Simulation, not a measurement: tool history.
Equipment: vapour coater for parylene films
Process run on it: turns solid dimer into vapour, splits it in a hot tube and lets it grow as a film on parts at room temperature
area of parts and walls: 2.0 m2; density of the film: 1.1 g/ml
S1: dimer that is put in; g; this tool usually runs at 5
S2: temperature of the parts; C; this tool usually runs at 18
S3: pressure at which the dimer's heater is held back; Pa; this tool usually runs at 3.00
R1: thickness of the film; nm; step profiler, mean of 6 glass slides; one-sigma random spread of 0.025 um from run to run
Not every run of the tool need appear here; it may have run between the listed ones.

run,hour,S1,S2,S3,R1
1,0.0,5,18,3.00,1760
2,11.0,5,18,3.00,1780
3,20.8,5,18,3.84,1770
4,33.9,5,16,3.84,1830
5,48.6,5,18,3.00,1750
6,71.5,5,18,3.00,1770
7,88.5,5,25,10.80,1390
8,105.3,5,13,5.45,1920
9,127.7,5,18,2.44,1800
10,139.9,5,24,3.00,1560
11,153.9,5,12,8.08,1920

What if the next run were any one of these 4? Each begins from the tool's condition after run 11:
# hour 159.9: trap's valve overhauled
A,170.9,3,12,6.59,?
# hour 159.9: trap's valve overhauled
B,170.9,4,17,8.08,?
# hour 159.9: trap's valve overhauled
C,170.9,5,18,6.48,?
# hour 159.9: trap's valve overhauled
D,170.9,5,26,4.60,?

run,R1
A,1150
B,1370
C,1650
D,1450
With no hidden state in the tool, these same runs would have given:
run,R1
A,1150
B,1370
C,1660
D,1460

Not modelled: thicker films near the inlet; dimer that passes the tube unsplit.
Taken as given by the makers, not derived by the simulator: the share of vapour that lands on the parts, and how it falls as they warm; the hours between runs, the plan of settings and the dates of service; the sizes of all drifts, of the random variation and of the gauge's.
